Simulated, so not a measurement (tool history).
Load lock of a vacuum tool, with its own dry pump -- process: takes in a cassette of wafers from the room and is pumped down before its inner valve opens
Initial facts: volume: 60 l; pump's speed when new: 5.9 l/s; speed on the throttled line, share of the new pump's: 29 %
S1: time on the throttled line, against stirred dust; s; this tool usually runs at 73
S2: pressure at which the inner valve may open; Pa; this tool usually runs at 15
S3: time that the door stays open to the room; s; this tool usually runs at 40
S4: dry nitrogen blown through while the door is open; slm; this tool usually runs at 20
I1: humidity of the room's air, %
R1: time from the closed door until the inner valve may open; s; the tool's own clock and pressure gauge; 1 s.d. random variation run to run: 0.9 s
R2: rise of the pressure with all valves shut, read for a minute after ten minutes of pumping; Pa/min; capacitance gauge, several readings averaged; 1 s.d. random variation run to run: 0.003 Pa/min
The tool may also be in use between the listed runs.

run    hour   S1  S2   S3  S4    I1     R1     R2
  1     0.0   73  15   40  20  46.3  150.8  0.560
  2   235.7   73  21   40  20  43.7  149.4  0.573
  3   541.7   73  15   40  20  43.0  153.0  0.614
  4   723.5   73  15   40  20  46.5  152.9  0.023
  5   907.8   73  15   40  20  48.3  151.7  0.028
  6  1080.8   73  15   40  20  43.3  153.4  0.027
  7  1436.4   73  15   40  20  45.3  154.1  0.040
  8  1788.6   73  15   40   5  39.8  151.6  0.052
  9  2034.1   73  15   40  20  43.9  153.3  0.054
 10  2227.9   73  15   40  20  45.8  153.4  0.058
 11  2576.4   73  15   40  20  45.0  152.0  0.070
 12  2849.5  119  15   40  20  45.1  184.0  0.080
 13  3099.5  119  15   40  20  44.0  184.3  0.093
 14  3329.0   73  15  223  20  42.1  154.5  0.133
 15  3506.0   73  15  223  20  44.1  155.4  0.140
 16  3868.0   73  15  223  42  43.4  155.6  0.146
 17  4205.9   73  15   25  20  47.3  155.2  0.149
 18  4387.9   73  15   25  20  47.8  157.4  0.158
 19  4636.6   73  15   25  20  44.3  158.1  0.175
 20  4920.7   73  21   40  22  43.0  152.1  0.183
 21  5243.4   73  21   40  22  39.5  153.5  0.201
 22  5542.0   73  21   40  22  46.4  153.9  0.233
 23  5808.2   73  21  165  22  45.8  152.2  0.269
 24  5961.3   62  21  165   7  38.1  145.9  0.288
 25  6124.3   73  15   78  20  47.5  155.9  0.277
 26  6489.5   73  15   78  20  40.9  158.9  0.301
 27  6763.5  114  15   40  20  47.1  183.7  0.316
 28  6976.5   55  18   44  25  43.1  145.1  0.329
 29  7211.9   51  24  238  29  41.7  139.9  0.360
 30  7446.7   51  24  238  29  46.1  140.0  0.389
 31  7763.8  121  10  238   4  42.6  196.6  0.448
 32  8007.3   57  10  238   9  44.3  154.5  0.458
 33  8299.8   51  27   47   7  45.3  139.9  0.448
 34  8462.4   51  27   47   7  45.3  139.1  0.467
 35  8738.6  102  27  180  10  47.4  156.5  0.526
 36  9078.9   62  13   40  20  42.5  137.4  0.505
 37  9285.1  103  17   58  39  45.2  163.1  0.529

Between the runs listed above, the log contained 2 entries, not reproduced here. Where in the sequence does each belong, and how does what the log doesn't record of the tool's condition differ from the listed run before to the listed run after?
Run 3 -> run 4: door's seal changed, seat wiped (hour 613.9)
  pump's speed, % of a new pump's: 87.4 -> 87.2; leak at the door's seal, Pa l/s: 0.5955 -> 0.0036
  the result without the hidden state subtracted from the measured one, R1: +10.1 -> +10.2 s; R2: +0.598 -> +0.001 Pa/min
Run 34 -> run 35: dry pump taken out, an overhauled one fitted (hour 8581.2)
  pump's speed, % of a new pump's: 78.8 -> 98.1; leak at the door's seal, Pa l/s: 0.44 -> 0.4635
  the result without the hidden state subtracted from the measured one, R1: +18.6 -> +1.1 s; R2: +0.439 -> +0.467 Pa/min

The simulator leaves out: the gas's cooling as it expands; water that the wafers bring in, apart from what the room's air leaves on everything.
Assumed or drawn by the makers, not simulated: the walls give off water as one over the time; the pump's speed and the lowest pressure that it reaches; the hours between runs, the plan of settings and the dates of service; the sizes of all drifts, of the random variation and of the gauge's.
